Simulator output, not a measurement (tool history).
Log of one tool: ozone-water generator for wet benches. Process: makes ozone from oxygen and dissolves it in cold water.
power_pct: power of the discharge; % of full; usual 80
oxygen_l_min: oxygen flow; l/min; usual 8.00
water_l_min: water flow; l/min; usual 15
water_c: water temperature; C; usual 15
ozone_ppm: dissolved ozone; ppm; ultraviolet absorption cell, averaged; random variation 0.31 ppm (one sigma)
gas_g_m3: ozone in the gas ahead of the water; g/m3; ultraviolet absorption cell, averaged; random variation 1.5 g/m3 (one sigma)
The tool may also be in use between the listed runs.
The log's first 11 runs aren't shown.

{"run": 12, "day": 10.996, "power_pct": 80, "oxygen_l_min": 5.34, "water_l_min": 15, "water_c": 15, "ozone_ppm": 49.4, "gas_g_m3": 343.9}
{"run": 13, "day": 11.967, "power_pct": 80, "oxygen_l_min": 5.34, "water_l_min": 15, "water_c": 15, "ozone_ppm": 49.1, "gas_g_m3": 343.2}
{"run": 14, "day": 13.071, "power_pct": 80, "oxygen_l_min": 5.34, "water_l_min": 15, "water_c": 15, "ozone_ppm": 49.6, "gas_g_m3": 344.8}
{"run": 15, "day": 14.021, "power_pct": 80, "oxygen_l_min": 8.0, "water_l_min": 15, "water_c": 15, "ozone_ppm": 46.8, "gas_g_m3": 268.2}
{"run": 16, "day": 15.112, "power_pct": 80, "oxygen_l_min": 8.0, "water_l_min": 15, "water_c": 15, "ozone_ppm": 46.1, "gas_g_m3": 269.5}
{"run": 17, "day": 15.925, "power_pct": 80, "oxygen_l_min": 4.04, "water_l_min": 13, "water_c": 9, "ozone_ppm": 60.6, "gas_g_m3": 403.3}
{"run": 18, "day": 17.138, "power_pct": 80, "oxygen_l_min": 4.04, "water_l_min": 13, "water_c": 9, "ozone_ppm": 61.2, "gas_g_m3": 404.0}
{"run": 19, "day": 18.725, "power_pct": 43, "oxygen_l_min": 4.54, "water_l_min": 15, "water_c": 10, "ozone_ppm": 36.2, "gas_g_m3": 257.1}
{"run": 20, "day": 19.642, "power_pct": 68, "oxygen_l_min": 8.0, "water_l_min": 15, "water_c": 7, "ozone_ppm": 48.4, "gas_g_m3": 246.3}
{"run": 21, "day": 20.792, "power_pct": 52, "oxygen_l_min": 9.42, "water_l_min": 18, "water_c": 17, "ozone_ppm": 29.3, "gas_g_m3": 187.4}
{"run": 22, "day": 21.775, "power_pct": 52, "oxygen_l_min": 9.42, "water_l_min": 18, "water_c": 17, "ozone_ppm": 29.5, "gas_g_m3": 187.8}
{"day": 21.896, "done": "water thermometer calibrated"}
{"run": 23, "day": 22.817, "power_pct": 52, "oxygen_l_min": 9.42, "water_l_min": 17, "water_c": 21, "ozone_ppm": 28.3, "gas_g_m3": 185.6}
{"run": 24, "day": 23.733, "power_pct": 61, "oxygen_l_min": 6.88, "water_l_min": 10, "water_c": 9, "ozone_ppm": 57.7, "gas_g_m3": 250.8}
{"run": 25, "day": 25.067, "power_pct": 61, "oxygen_l_min": 6.88, "water_l_min": 10, "water_c": 9, "ozone_ppm": 57.4, "gas_g_m3": 249.7}
{"run": 26, "day": 25.738, "power_pct": 80, "oxygen_l_min": 12.18, "water_l_min": 15, "water_c": 16, "ozone_ppm": 40.6, "gas_g_m3": 211.3}
{"run": 27, "day": 26.833, "power_pct": 41, "oxygen_l_min": 8.0, "water_l_min": 19, "water_c": 12, "ozone_ppm": 27.8, "gas_g_m3": 177.9}
{"run": 28, "day": 27.688, "power_pct": 45, "oxygen_l_min": 8.0, "water_l_min": 24, "water_c": 15, "ozone_ppm": 23.0, "gas_g_m3": 187.3}
{"run": 29, "day": 29.046, "power_pct": 45, "oxygen_l_min": 12.52, "water_l_min": 24, "water_c": 20, "ozone_ppm": 19.4, "gas_g_m3": 145.2}
{"run": 30, "day": 30.208, "power_pct": 45, "oxygen_l_min": 5.78, "water_l_min": 24, "water_c": 20, "ozone_ppm": 22.2, "gas_g_m3": 228.7}
{"run": 31, "day": 31.521, "power_pct": 99, "oxygen_l_min": 7.64, "water_l_min": 11, "water_c": 8, "ozone_ppm": 75.3, "gas_g_m3": 313.0}
{"run": 32, "day": 32.217, "power_pct": 80, "oxygen_l_min": 8.0, "water_l_min": 10, "water_c": 15, "ozone_ppm": 58.2, "gas_g_m3": 269.8}

Forecast each of these 5 alternatives for the next run:
{"run": "A", "day": 33.125, "power_pct": 80, "oxygen_l_min": 8.46, "water_l_min": 12, "water_c": 8, "ozone_ppm": "?", "gas_g_m3": "?"}
{"run": "B", "day": 33.125, "power_pct": 62, "oxygen_l_min": 12.88, "water_l_min": 9, "water_c": 15, "ozone_ppm": "?", "gas_g_m3": "?"}
{"run": "C", "day": 33.125, "power_pct": 41, "oxygen_l_min": 10.09, "water_l_min": 19, "water_c": 15, "ozone_ppm": "?", "gas_g_m3": "?"}
{"run": "D", "day": 33.125, "power_pct": 80, "oxygen_l_min": 8.0, "water_l_min": 15, "water_c": 7, "ozone_ppm": "?", "gas_g_m3": "?"}
{"run": "E", "day": 33.125, "power_pct": 80, "oxygen_l_min": 8.0, "water_l_min": 21, "water_c": 15, "ozone_ppm": "?", "gas_g_m3": "?"}

run=A ozone_ppm=59.3 gas_g_m3=260.6
run=B ozone_ppm=43.5 gas_g_m3=172.3
run=C ozone_ppm=25.2 gas_g_m3=154.9
run=D ozone_ppm=53.1 gas_g_m3=268.2
run=E ozone_ppm=37.1 gas_g_m3=268.2
Without the tool's hidden state the same runs would have given:
run=A ozone_ppm=61.6 gas_g_m3=266.9
run=B ozone_ppm=44.9 gas_g_m3=175.7
run=C ozone_ppm=26.1 gas_g_m3=157.2
run=D ozone_ppm=55.3 gas_g_m3=274.6
run=E ozone_ppm=38.7 gas_g_m3=274.6
